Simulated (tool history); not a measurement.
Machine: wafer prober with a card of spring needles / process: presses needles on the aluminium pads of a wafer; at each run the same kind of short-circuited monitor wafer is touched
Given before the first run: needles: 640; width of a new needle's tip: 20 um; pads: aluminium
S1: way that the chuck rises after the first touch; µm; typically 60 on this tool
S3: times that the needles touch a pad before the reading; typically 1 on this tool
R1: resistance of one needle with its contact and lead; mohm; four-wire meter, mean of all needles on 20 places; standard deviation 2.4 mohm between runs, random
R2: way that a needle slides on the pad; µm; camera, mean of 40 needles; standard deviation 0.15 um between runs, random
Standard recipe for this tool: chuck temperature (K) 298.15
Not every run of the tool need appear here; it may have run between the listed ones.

Run 1, hour 0: usual settings. Result: R1 373 mohm, R2 14.22 µm.
At hour 0.8: tips cleaned on abrasive film.
At hour 3.8: tips cleaned on abrasive film.
At hour 6.7: tips cleaned on abrasive film.
At hour 9.7: tips cleaned on abrasive film.
At hour 12.6: tips cleaned on abrasive film.
At hour 15.6: tips cleaned on abrasive film.
Run 2, hour 16.4: usual settings. Result: R1 323 mohm, R2 14.27 µm.
At hour 18.7: tips cleaned on abrasive film.
At hour 21.6: tips cleaned on abrasive film.
At hour 24.6: tips cleaned on abrasive film.
At hour 27.5: tips cleaned on abrasive film.
Run 3, hour 28.6: usual settings. Result: R1 329 mohm, R2 13.92 µm.
At hour 30.8: tips cleaned on abrasive film.
At hour 33.8: tips cleaned on abrasive film.
At hour 36.7: tips cleaned on abrasive film.
At hour 40.4: tips cleaned on abrasive film.
At hour 43.4: tips cleaned on abrasive film.
Run 4, hour 43.9: usual settings. Result: R1 315 mohm, R2 13.97 µm.
At hour 46.8: tips cleaned on abrasive film.
At hour 50.5: tips cleaned on abrasive film.
At hour 53.4: tips cleaned on abrasive film.
Run 5, hour 54.3: usual settings but chuck temperature (K) 345.15. Result: R1 334 mohm, R2 13.77 µm.
At hour 56.5: tips cleaned on abrasive film.
At hour 59.5: tips cleaned on abrasive film.
At hour 62.4: tips cleaned on abrasive film.
Run 6, hour 64.6: usual settings but chuck temperature (K) 345.15. Result: R1 384 mohm, R2 13.72 µm.
At hour 65.5: tips cleaned on abrasive film.
At hour 69.1: tips cleaned on abrasive film.
At hour 72.8: tips cleaned on abrasive film.
At hour 76.5: tips cleaned on abrasive film.
At hour 80.1: tips cleaned on abrasive film.
Run 7, hour 81.2: usual settings but chuck temperature (K) 345.15. Result: R1 351 mohm, R2 13.79 µm.
At hour 83.5: tips cleaned on abrasive film.
At hour 86.4: tips cleaned on abrasive film.
At hour 89.4: tips cleaned on abrasive film.
At hour 92.3: tips cleaned on abrasive film.
Run 8, hour 94.9: usual settings but chuck temperature (K) 345.15. Result: R1 381 mohm, R2 13.55 µm.
At hour 95.8: tips cleaned on abrasive film.
At hour 99.4: tips cleaned on abrasive film.
At hour 103.1: tips cleaned on abrasive film.
At hour 106: tips cleaned on abrasive film.
Run 9, hour 106.8: usual settings but S1 64 µm, chuck temperature (K) 345.15. Result: R1 336 mohm, R2 14.65 µm.
At hour 109: tips cleaned on abrasive film.
At hour 112: tips cleaned on abrasive film.
At hour 115.6: tips cleaned on abrasive film.
At hour 118.6: tips cleaned on abrasive film.
At hour 122.2: tips cleaned on abrasive film.
Run 10, hour 122.9: usual settings but S1 64 µm, chuck temperature (K) 345.15. Result: R1 326 mohm, R2 14.01 µm.
At hour 125.8: tips cleaned on abrasive film.
At hour 128.8: tips cleaned on abrasive film.
Run 11, hour 131.6: usual settings. Result: R1 402 mohm, R2 13.17 µm.
At hour 132.4: tips cleaned on abrasive film.
At hour 132.7: height of the first contact set anew.
At hour 135.7: tips cleaned on abrasive film.
At hour 138.6: tips cleaned on abrasive film.
At hour 141.6: tips cleaned on abrasive film.
Run 12, hour 141.7: usual settings. Result: R1 306 mohm, R2 12.77 µm.
At hour 144.7: tips cleaned on abrasive film.
At hour 148.3: tips cleaned on abrasive film.
At hour 152: tips cleaned on abrasive film.
Run 13, hour 152.3: usual settings. Result: R1 308 mohm, R2 12.57 µm.
At hour 155.2: tips cleaned on abrasive film.
At hour 158.2: tips cleaned on abrasive film.
At hour 161.1: tips cleaned on abrasive film.
Run 14, hour 161.6: usual settings but S1 48 µm, chuck temperature (K) 326.15, S3 3. Result: R1 330 mohm, R2 9.88 µm.
At hour 164.6: tips cleaned on abrasive film.
At hour 168.2: tips cleaned on abrasive film.
Run 15, hour 169.1: usual settings but S1 51 µm, chuck temperature (K) 386.15. Result: R1 406 mohm, R2 10.27 µm.
At hour 171.4: tips cleaned on abrasive film.
At hour 174.3: tips cleaned on abrasive film.
At hour 177.3: tips cleaned on abrasive film.
At hour 180.9: tips cleaned on abrasive film.
At hour 184.6: tips cleaned on abrasive film.
Run 16, hour 186.7: usual settings but S1 63 µm, chuck temperature (K) 323.15, S3 2. Result: R1 346 mohm, R2 13.14 µm.
At hour 188.2: tips cleaned on abrasive film.
At hour 191.2: tips cleaned on abrasive film.
At hour 194.1: tips cleaned on abrasive film.
At hour 197.1: tips cleaned on abrasive film.
At hour 198.8: height of the first contact set anew, once more.
At hour 200.6: tips cleaned on abrasive film.
Run 17, hour 200.6: usual settings but S1 74 µm, chuck temperature (K) 387.15, S3 2. Result: R1 306 mohm, R2 17.72 µm.
At hour 204.2: tips cleaned on abrasive film.
At hour 207.2: tips cleaned on abrasive film.
At hour 210.8: tips cleaned on abrasive film.
At hour 213.8: tips cleaned on abrasive film.
At hour 216.7: tips cleaned on abrasive film.
Run 18, hour 218.1: usual settings but chuck temperature (K) 311.15. Result: R1 354 mohm, R2 14.29 µm.
At hour 220.3: tips cleaned on abrasive film.
At hour 223.2: tips cleaned on abrasive film.
At hour 226.9: tips cleaned on abrasive film.
At hour 229.9: tips cleaned on abrasive film.
At hour 232.8: tips cleaned on abrasive film.
At hour 236.5: tips cleaned on abrasive film.
Run 19, hour 236.5: usual settings but chuck temperature (K) 311.15. Result: R1 300 mohm, R2 14.18 µm.
At hour 239.5: tips cleaned on abrasive film.
At hour 242.4: tips cleaned on abrasive film.
At hour 246.1: tips cleaned on abrasive film.
At hour 249: tips cleaned on abrasive film.
Run 20, hour 250.6: usual settings but chuck temperature (K) 311.15. Result: R1 356 mohm, R2 13.91 µm.
At hour 252.1: tips cleaned on abrasive film.
At hour 255.8: tips cleaned on abrasive film.
At hour 258.7: tips cleaned on abrasive film.
At hour 261.7: tips cleaned on abrasive film.
At hour 265.4: tips cleaned on abrasive film.
At hour 268.3: tips cleaned on abrasive film.
Run 21, hour 268.8: usual settings but S1 73 µm, chuck temperature (K) 312.15. Result: R1 303 mohm, R2 17.07 µm.
At hour 271.7: tips cleaned on abrasive film.
At hour 275.4: tips cleaned on abrasive film.
At hour 279: tips cleaned on abrasive film.
Run 22, hour 279.3: usual settings but S1 73 µm, chuck temperature (K) 312.15. Result: R1 295 mohm, R2 17.07 µm.
At hour 282.3: tips cleaned on abrasive film.
At hour 285.9: tips cleaned on abrasive film.
At hour 289.2: tips cleaned on abrasive film.
Run 23, hour 289.2: usual settings but S1 49 µm, chuck temperature (K) 353.15. Result: R1 330 mohm, R2 11.35 µm.
At hour 292.8: tips cleaned on abrasive film.
At hour 295.8: tips cleaned on abrasive film.
At hour 299.4: tips cleaned on abrasive film.
Run 24, hour 301.6: usual settings but S1 79 µm, chuck temperature (K) 305.15. Result: R1 337 mohm, R2 18.34 µm.
At hour 302.4: tips cleaned on abrasive film.
At hour 306.1: tips cleaned on abrasive film.
At hour 309.7: tips cleaned on abrasive film.
At hour 313.4: tips cleaned on abrasive film.
At hour 316.4: tips cleaned on abrasive film.
Run 25, hour 319: usual settings but S1 79 µm, chuck temperature (K) 305.15. Result: R1 349 mohm, R2 18.3 µm.

Forecast each of these 3 alternatives for the next run:
At hour 319.8: tips cleaned on abrasive film.
At hour 322.8: tips cleaned on abrasive film.
At hour 325.7: tips cleaned on abrasive film.
At hour 328.7: tips cleaned on abrasive film.
Run A, hour 331.2: usual settings but S1 79 µm, chuck temperature (K) 305.15, S3 2. Result: R1 ?, R2 ?.
At hour 319.8: tips cleaned on abrasive film.
At hour 322.8: tips cleaned on abrasive film.
At hour 325.7: tips cleaned on abrasive film.
At hour 328.7: tips cleaned on abrasive film.
Run B, hour 331.2: usual settings but S1 43 µm, chuck temperature (K) 312.15, S3 2. Result: R1 ?, R2 ?.
At hour 319.8: tips cleaned on abrasive film.
At hour 322.8: tips cleaned on abrasive film.
At hour 325.7: tips cleaned on abrasive film.
At hour 328.7: tips cleaned on abrasive film.
Run C, hour 331.2: usual settings but chuck temperature (K) 353.15. Result: R1 ?, R2 ?.

run   R1     R2
  A  319  18.17
  B  440   9.41
  C  420  13.59
Had the tool no hidden state, the same runs would have come out as:
run   R1     R2
  A  271  19.03
  B  286  10.27
  C  296  14.45
